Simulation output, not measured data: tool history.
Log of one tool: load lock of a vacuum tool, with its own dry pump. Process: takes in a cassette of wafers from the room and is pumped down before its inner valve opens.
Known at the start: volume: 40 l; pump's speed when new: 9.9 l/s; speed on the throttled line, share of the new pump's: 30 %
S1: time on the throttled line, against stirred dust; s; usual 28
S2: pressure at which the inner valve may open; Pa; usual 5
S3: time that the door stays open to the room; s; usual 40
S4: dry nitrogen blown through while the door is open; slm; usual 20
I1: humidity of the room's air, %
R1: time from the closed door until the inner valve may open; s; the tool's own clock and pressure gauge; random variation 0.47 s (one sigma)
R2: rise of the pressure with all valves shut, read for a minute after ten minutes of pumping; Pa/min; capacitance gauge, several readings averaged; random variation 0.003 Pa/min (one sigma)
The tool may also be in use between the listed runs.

Run 1, hour 0.0: usual settings; I1 43.5. Result: R1 60.2 s, R2 0.228 Pa/min.
Run 2, hour 94.4: usual settings; I1 48.0. Result: R1 60.0 s, R2 0.239 Pa/min.
Run 3, hour 139.4: usual settings but S1 45 s; I1 46.7. Result: R1 72.6 s, R2 0.231 Pa/min.
Run 4, hour 239.1: usual settings but S1 45 s; I1 47.3. Result: R1 72.9 s, R2 0.240 Pa/min.
Run 5, hour 335.1: usual settings; I1 45.9. Result: R1 59.6 s, R2 0.245 Pa/min.
Run 6, hour 415.6: usual settings; I1 47.2. Result: R1 60.1 s, R2 0.246 Pa/min.
Run 7, hour 470.3: usual settings; I1 44.9. Result: R1 60.2 s, R2 0.257 Pa/min.
Run 8, hour 552.9: usual settings but S4 9 slm; I1 43.2. Result: R1 60.6 s, R2 0.252 Pa/min.
Run 9, hour 600.9: usual settings; I1 39.5. Result: R1 60.8 s, R2 0.264 Pa/min.
Run 10, hour 672.7: usual settings but S4 13 slm; I1 43.8. Result: R1 59.6 s, R2 0.261 Pa/min.

The next listed run, before its measurement:
Run 11, hour 766.3: usual settings but S2 6 Pa, S3 43 s; I1 43.9. Result: R1 ?, R2 ?.

Run 11 gave R1 58.4 s, R2 0.271 Pa/min.
Without the tool's hidden state the same run would have given R1 57.9 s, R2 0.026 Pa/min.
